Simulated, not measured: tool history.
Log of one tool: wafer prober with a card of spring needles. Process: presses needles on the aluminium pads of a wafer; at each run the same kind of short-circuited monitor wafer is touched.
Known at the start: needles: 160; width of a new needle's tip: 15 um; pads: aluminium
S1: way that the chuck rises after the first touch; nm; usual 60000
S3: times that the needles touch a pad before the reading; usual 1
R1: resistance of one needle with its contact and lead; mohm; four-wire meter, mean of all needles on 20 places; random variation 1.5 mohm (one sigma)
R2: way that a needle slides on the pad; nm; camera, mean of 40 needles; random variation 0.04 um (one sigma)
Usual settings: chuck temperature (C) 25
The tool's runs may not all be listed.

run 1 day=0.000 | S1=60000 chuck_temperature_(C)=25 S3=1 | R1=136 R2=11780
-- day=0.504 tips cleaned on abrasive film
run 2 day=1.533 | S1=60000 chuck_temperature_(C)=25 S3=1 | R1=136 R2=11830
-- day=1.833 tips cleaned on abrasive film
-- day=3.183 tips cleaned on abrasive film
run 3 day=3.504 | S1=60000 chuck_temperature_(C)=25 S3=1 | R1=136 R2=11810
-- day=4.542 tips cleaned on abrasive film
run 4 day=5.283 | S1=60000 chuck_temperature_(C)=25 S3=1 | R1=137 R2=11890
-- day=5.912 tips cleaned on abrasive film
run 5 day=6.417 | S1=60000 chuck_temperature_(C)=25 S3=1 | R1=136 R2=11870
-- day=7.246 tips cleaned on abrasive film
run 6 day=8.067 | S1=60000 chuck_temperature_(C)=25 S3=1 | R1=138 R2=11860
-- day=8.479 tips cleaned on abrasive film
run 7 day=9.071 | S1=60000 chuck_temperature_(C)=26 S3=1 | R1=137 R2=11810
-- day=9.808 tips cleaned on abrasive film
run 8 day=10.096 | S1=60000 chuck_temperature_(C)=25 S3=1 | R1=135 R2=11880
-- day=11.125 tips cleaned on abrasive film
run 9 day=11.446 | S1=60000 chuck_temperature_(C)=25 S3=1 | R1=136 R2=11930
-- day=12.379 tips cleaned on abrasive film
run 10 day=12.379 | S1=60000 chuck_temperature_(C)=25 S3=1 | R1=138 R2=11780
run 11 day=13.462 | S1=60000 chuck_temperature_(C)=27 S3=1 | R1=137 R2=11810
-- day=13.729 tips cleaned on abrasive film
-- day=14.962 tips cleaned on abrasive film
run 12 day=15.221 | S1=60000 chuck_temperature_(C)=25 S3=2 | R1=136 R2=11760
-- day=16.250 tips cleaned on abrasive film
run 13 day=16.725 | S1=60000 chuck_temperature_(C)=25 S3=2 | R1=136 R2=11800
-- day=17.488 tips cleaned on abrasive film
-- day=18.725 tips cleaned on abrasive film
run 14 day=18.746 | S1=60000 chuck_temperature_(C)=25 S3=2 | R1=137 R2=11820
-- day=19.983 tips cleaned on abrasive film
run 15 day=20.388 | S1=65000 chuck_temperature_(C)=25 S3=1 | R1=135 R2=12750
-- day=21.288 tips cleaned on abrasive film
run 16 day=21.679 | S1=65000 chuck_temperature_(C)=25 S3=1 | R1=134 R2=12840
-- day=22.662 tips cleaned on abrasive film
-- day=22.992 height of the first contact set anew
run 17 day=23.475 | S1=71000 chuck_temperature_(C)=65 S3=1 | R1=141 R2=13990
-- day=23.958 tips cleaned on abrasive film
-- day=25.267 tips cleaned on abrasive film
run 18 day=25.442 | S1=46000 chuck_temperature_(C)=25 S3=1 | R1=139 R2=9060
-- day=26.662 tips cleaned on abrasive film
run 19 day=27.471 | S1=61000 chuck_temperature_(C)=49 S3=1 | R1=139 R2=11950
-- day=27.942 tips cleaned on abrasive film
-- day=29.179 tips cleaned on abrasive film
run 20 day=29.238 | S1=63000 chuck_temperature_(C)=71 S3=1 | R1=141 R2=12430
-- day=30.475 tips cleaned on abrasive film
run 21 day=30.892 | S1=66000 chuck_temperature_(C)=96 S3=1 | R1=147 R2=13000
-- day=31.796 tips cleaned on abrasive film
run 22 day=31.833 | S1=60000 chuck_temperature_(C)=114 S3=1 | R1=147 R2=11830
-- day=33.142 tips cleaned on abrasive film
run 23 day=33.812 | S1=70000 chuck_temperature_(C)=28 S3=1 | R1=135 R2=13830
-- day=34.454 tips cleaned on abrasive film
run 24 day=35.504 | S1=70000 chuck_temperature_(C)=28 S3=1 | R1=134 R2=13760
-- day=35.800 tips cleaned on abrasive film
-- day=37.038 tips cleaned on abrasive film
run 25 day=37.079 | S1=60000 chuck_temperature_(C)=25 S3=1 | R1=136 R2=11820
-- day=38.379 tips cleaned on abrasive film
run 26 day=39.283 | S1=70000 chuck_temperature_(C)=25 S3=1 | R1=134 R2=13760
-- day=39.675 tips cleaned on abrasive film
run 27 day=40.692 | S1=70000 chuck_temperature_(C)=95 S3=2 | R1=144 R2=13820
-- day=40.979 tips cleaned on abrasive film
run 28 day=41.842 | S1=55000 chuck_temperature_(C)=25 S3=1 | R1=139 R2=10860
-- day=42.308 tips cleaned on abrasive film
-- day=43.667 tips cleaned on abrasive film
run 29 day=43.667 | S1=55000 chuck_temperature_(C)=25 S3=1 | R1=134 R2=10760
-- day=44.992 tips cleaned on abrasive film
run 30 day=45.558 | S1=65000 chuck_temperature_(C)=82 S3=1 | R1=144 R2=12760
-- day=46.229 tips cleaned on abrasive film
run 31 day=46.575 | S1=47000 chuck_temperature_(C)=45 S3=1 | R1=142 R2=9300

5 ways to go on from here, each from the tool as it stands after run 31. What would each give?
-- day=47.500 tips cleaned on abrasive film
run A day=47.579 | S1=78000 chuck_temperature_(C)=108 S3=3 | R1=? R2=?
-- day=47.500 tips cleaned on abrasive film
run B day=47.579 | S1=63000 chuck_temperature_(C)=27 S3=3 | R1=? R2=?
-- day=47.500 tips cleaned on abrasive film
run C day=47.579 | S1=60000 chuck_temperature_(C)=44 S3=1 | R1=? R2=?
-- day=47.500 tips cleaned on abrasive film
run D day=47.579 | S1=60000 chuck_temperature_(C)=27 S3=1 | R1=? R2=?
-- day=47.500 tips cleaned on abrasive film
run E day=47.579 | S1=50000 chuck_temperature_(C)=45 S3=2 | R1=? R2=?

run=A R1=145 R2=15340
run=B R1=135 R2=12430
run=C R1=136 R2=11850
run=D R1=133 R2=11740
run=E R1=138 R2=9870
Without the tool's hidden state the same runs would have given:
run=A R1=145 R2=15340
run=B R1=135 R2=12430
run=C R1=136 R2=11850
run=D R1=133 R2=11740
run=E R1=138 R2=9870

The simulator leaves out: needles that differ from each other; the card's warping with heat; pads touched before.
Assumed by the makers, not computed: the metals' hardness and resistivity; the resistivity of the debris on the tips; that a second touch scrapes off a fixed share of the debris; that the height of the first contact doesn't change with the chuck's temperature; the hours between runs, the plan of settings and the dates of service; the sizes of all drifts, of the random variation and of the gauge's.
